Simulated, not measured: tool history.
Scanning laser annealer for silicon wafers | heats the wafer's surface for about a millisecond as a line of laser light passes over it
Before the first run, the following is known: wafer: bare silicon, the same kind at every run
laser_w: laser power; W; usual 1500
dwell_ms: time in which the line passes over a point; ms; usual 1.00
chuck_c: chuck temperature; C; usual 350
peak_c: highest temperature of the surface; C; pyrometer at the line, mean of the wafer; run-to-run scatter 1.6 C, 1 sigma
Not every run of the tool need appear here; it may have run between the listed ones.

run 1 day=0.000 | laser_w=1500 dwell_ms=1.00 chuck_c=350 | peak_c=1054
run 2 day=1.954 | laser_w=1500 dwell_ms=1.00 chuck_c=350 | peak_c=1051
run 3 day=3.879 | laser_w=1500 dwell_ms=1.00 chuck_c=350 | peak_c=1049
run 4 day=4.817 | laser_w=1500 dwell_ms=1.00 chuck_c=350 | peak_c=1050
run 5 day=5.975 | laser_w=1500 dwell_ms=1.00 chuck_c=350 | peak_c=1045
run 6 day=7.917 | laser_w=1500 dwell_ms=1.00 chuck_c=350 | peak_c=1044
run 7 day=8.967 | laser_w=1500 dwell_ms=1.00 chuck_c=350 | peak_c=1044
run 8 day=11.092 | laser_w=1500 dwell_ms=1.00 chuck_c=350 | peak_c=1039
run 9 day=12.988 | laser_w=1500 dwell_ms=1.00 chuck_c=350 | peak_c=1040
run 10 day=15.171 | laser_w=1500 dwell_ms=1.00 chuck_c=350 | peak_c=1038
run 11 day=16.454 | laser_w=1500 dwell_ms=1.00 chuck_c=350 | peak_c=1032
run 12 day=18.350 | laser_w=1500 dwell_ms=1.00 chuck_c=350 | peak_c=1031
run 13 day=20.162 | laser_w=1500 dwell_ms=1.00 chuck_c=350 | peak_c=1028
-- day=20.996 window over the wafer cleaned
run 14 day=22.512 | laser_w=1500 dwell_ms=1.00 chuck_c=350 | peak_c=1047
run 15 day=23.954 | laser_w=1500 dwell_ms=1.00 chuck_c=350 | peak_c=1049
run 16 day=25.471 | laser_w=1500 dwell_ms=0.85 chuck_c=350 | peak_c=997
run 17 day=27.462 | laser_w=1500 dwell_ms=0.85 chuck_c=350 | peak_c=993
run 18 day=28.958 | laser_w=1445 dwell_ms=1.00 chuck_c=350 | peak_c=1012
run 19 day=30.612 | laser_w=1284 dwell_ms=1.00 chuck_c=350 | peak_c=930
run 20 day=32.629 | laser_w=1500 dwell_ms=1.00 chuck_c=348 | peak_c=1036
run 21 day=34.808 | laser_w=1498 dwell_ms=1.00 chuck_c=378 | peak_c=1063
run 22 day=36.638 | laser_w=1430 dwell_ms=0.83 chuck_c=350 | peak_c=942
run 23 day=38.288 | laser_w=1430 dwell_ms=0.83 chuck_c=350 | peak_c=937
run 24 day=40.067 | laser_w=1430 dwell_ms=0.83 chuck_c=350 | peak_c=940
run 25 day=41.375 | laser_w=1410 dwell_ms=0.83 chuck_c=336 | peak_c=912
-- day=42.129 window over the wafer cleaned
run 26 day=43.533 | laser_w=1631 dwell_ms=0.82 chuck_c=381 | peak_c=1080
run 27 day=45.688 | laser_w=1500 dwell_ms=1.20 chuck_c=381 | peak_c=1141
run 28 day=46.662 | laser_w=1617 dwell_ms=1.10 chuck_c=381 | peak_c=1170
run 29 day=48.883 | laser_w=1452 dwell_ms=0.90 chuck_c=326 | peak_c=961
run 30 day=50.383 | laser_w=1467 dwell_ms=0.90 chuck_c=326 | peak_c=968
run 31 day=52.125 | laser_w=1281 dwell_ms=0.90 chuck_c=336 | peak_c=884
run 32 day=53.896 | laser_w=1281 dwell_ms=0.90 chuck_c=336 | peak_c=879
run 33 day=56.017 | laser_w=1500 dwell_ms=0.86 chuck_c=325 | peak_c=961

The next listed run, before its measurement:
run 34 day=57.000 | laser_w=1383 dwell_ms=0.74 chuck_c=334 | peak_c=?

For run 34 the tool returned peak_c 872 C.
On a tool with no hidden condition, and with the same random variation, this run would have come out at peak_c 887 C.
